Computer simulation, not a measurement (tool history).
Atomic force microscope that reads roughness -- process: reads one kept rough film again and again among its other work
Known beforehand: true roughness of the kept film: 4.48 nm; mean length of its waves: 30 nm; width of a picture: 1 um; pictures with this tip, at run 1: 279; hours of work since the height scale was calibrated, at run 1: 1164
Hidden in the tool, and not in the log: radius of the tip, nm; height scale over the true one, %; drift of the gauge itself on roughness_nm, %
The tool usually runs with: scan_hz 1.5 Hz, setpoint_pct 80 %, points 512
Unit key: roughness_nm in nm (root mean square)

run	day	scan_hz	setpoint_pct	points	pictures with this tip	hours of work since the height scale was calibrated	roughness_nm
1	0	1.5	80	512	279	1164	2.559
# day 1.654: new tip fitted
2	2.838	1.5	80	512	61	1211	3.229
3	5.992	1.5	80	512	225	1263	2.783
4	7.608	1.5	80	512	309	1290	2.591
# day 8.733: new tip fitted
5	10.083	1.5	80	512	70	1331	3.198
6	12.546	1.5	80	512	198	1371	2.821
7	15.092	1.5	80	512	330	1414	2.574
# day 15.821: new tip fitted
8	16.779	1.5	80	512	50	1441	3.233
9	19.842	1.5	80	512	209	1492	2.82
# day 22.75: new tip fitted
10	22.75	1.5	82	512	0	1540	3.353
11	24.671	1.5	82	512	99	1572	3.076
12	27.079	1.5	82	512	224	1612	2.783
# day 29.754: new tip fitted
13	30.204	1.5	82	512	23	1664	3.264
14	32.892	1.5	82	512	163	1708	2.85
15	34.471	1.5	80	512	245	1735	2.738
# day 36.808: new tip fitted
16	36.854	1.5	80	512	2	1774	3.406
17	39.262	1.5	80	512	127	1814	3.011
# day 40: height scale calibrated on a step standard
18	41.992	1.5	80	512	267	33	2.683
# day 43.85: new tip fitted
19	43.896	1.48	80	512	3	64	3.407
20	46.867	1.48	80	512	157	114	2.975
21	49.846	1.48	80	512	312	163	2.619
# day 50.875: new tip fitted
22	52.404	1.71	80	512	79	205	3.073
23	53.833	1.5	80	512	154	229	2.93
24	56.725	1.5	80	512	304	277	2.609
# day 57.888: new tip fitted
25	58.696	1.5	80	798	42	310	3.282
26	60.567	1.74	70	987	139	341	3.164
27	62.475	0.56	70	399	238	372	3.064
# day 64.846: new tip fitted
28	65.562	0.56	70	399	37	423	3.634
29	68.512	0.56	70	399	190	472	3.177
30	70.425	0.56	70	399	290	504	2.949
# day 71.792: new tip fitted
31	72.454	0.64	70	286	34	537	3.514
32	75.508	0.64	74	568	192	588	3.096
33	77.421	0.64	74	568	292	620	2.824
# day 78.796: new tip fitted
34	80.529	0.86	86	532	90	671	3.172
35	83.133	0.86	86	532	225	714	2.827
36	84.638	0.86	86	532	303	739	2.656
# day 85.792: new tip fitted
37	86.842	1.5	80	878	55	776	3.221
38	88.942	1.55	66	720	164	810	3.156
39	90.338	3.2	66	588	236	834	2.78
# day 92.733: new tip fitted
40	92.996	3.2	66	588	14	877	3.328
41	94.996	0.76	80	551	118	911	3.204
42	96.4	0.76	80	551	191	934	3.029
43	98.346	0.77	80	601	292	966	2.776
# day 99.746: new tip fitted
44	100.233	0.77	80	601	26	997	3.483
45	101.908	0.67	80	388	113	1025	3.241
46	103.721	0.67	80	388	207	1055	2.972
47	105.375	1.01	65	863	293	1083	2.877
# day 106.783: new tip fitted
48	107.5	1.01	65	863	37	1118	3.643
49	110.479	1.01	65	863	191	1167	3.157
50	112.575	1.01	77	575	300	1202	2.781

Below, each run's measurement less what the same run would have read without the hidden state. Both values contain the same run-to-run variation, but the gauge's scatter may not be the same in both:
run	roughness_nm
1	-0.875
2	-0.229
3	-0.653
4	-0.846
5	-0.237
6	-0.586
7	-0.871
8	-0.22
9	-0.61
10	-0.049
11	-0.326
12	-0.619
13	-0.122
14	-0.529
15	-0.705
16	-0.059
17	-0.428
18	-0.739
19	-0.025
20	-0.486
21	-0.825
22	-0.299
23	-0.504
24	-0.813
25	-0.146
26	-0.438
27	-0.737
28	-0.171
29	-0.63
30	-0.867
31	-0.228
32	-0.684
33	-0.903
34	-0.356
35	-0.705
36	-0.865
37	-0.224
38	-0.529
39	-0.681
40	-0.106
41	-0.448
42	-0.634
43	-0.885
44	-0.172
45	-0.432
46	-0.684
47	-0.89
48	-0.17
49	-0.644
50	-0.857
